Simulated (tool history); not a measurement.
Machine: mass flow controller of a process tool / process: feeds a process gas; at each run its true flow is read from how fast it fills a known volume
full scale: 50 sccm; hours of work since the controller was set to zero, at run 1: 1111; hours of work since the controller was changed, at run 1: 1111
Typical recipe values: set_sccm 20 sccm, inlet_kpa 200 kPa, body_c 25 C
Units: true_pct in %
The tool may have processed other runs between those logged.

| run | hour | set_sccm | inlet_kpa | body_c | hours of work since the controller was set to zero | hours of work since the controller was changed | true_pct |
|---|---|---|---|---|---|---|---|
| 1 | 0.0 | 20 | 200 | 25 | 1111 | 1111 | 97.57 |
| 2 | 172.4 | 20 | 200 | 25 | 1245 | 1245 | 97.36 |
| 3 | 321.6 | 20 | 150 | 25 | 1361 | 1361 | 97.10 |
| 4 | 469.0 | 20 | 150 | 25 | 1475 | 1475 | 96.85 |
| 5 | 587.6 | 20 | 200 | 25 | 1567 | 1567 | 96.99 |
| 6 | 792.8 | 6 | 235 | 25 | 1726 | 1726 | 93.66 |
|  | 811.0 | controller's zero set anew |
| 7 | 901.2 | 43 | 205 | 25 | 70 | 1809 | 98.43 |
| 8 | 1060.3 | 7 | 144 | 29 | 193 | 1933 | 91.26 |
| 9 | 1199.9 | 14 | 186 | 35 | 301 | 2041 | 94.23 |
| 10 | 1355.5 | 19 | 170 | 35 | 422 | 2161 | 95.30 |

3 ways to go on from here, each from the tool as it stands after run 10. What would each give?
|  | 1516.3 | controller's zero set anew, once more |
| A | 1540.2 | 12 | 170 | 35 | 18 | 2304 | ? |
|  | 1516.3 | controller's zero set anew, once more |
| B | 1540.2 | 39 | 247 | 35 | 18 | 2304 | ? |
|  | 1516.3 | controller's zero set anew, once more |
| C | 1540.2 | 19 | 170 | 25 | 18 | 2304 | ? |

| run | true_pct |
|---|---|
| A | 97.05 |
| B | 98.79 |
| C | 97.94 |
With the hidden condition removed and each run's random variation left untouched, the same runs would have given:
| run | true_pct |
|---|---|
| A | 97.52 |
| B | 99.23 |
| C | 98.40 |
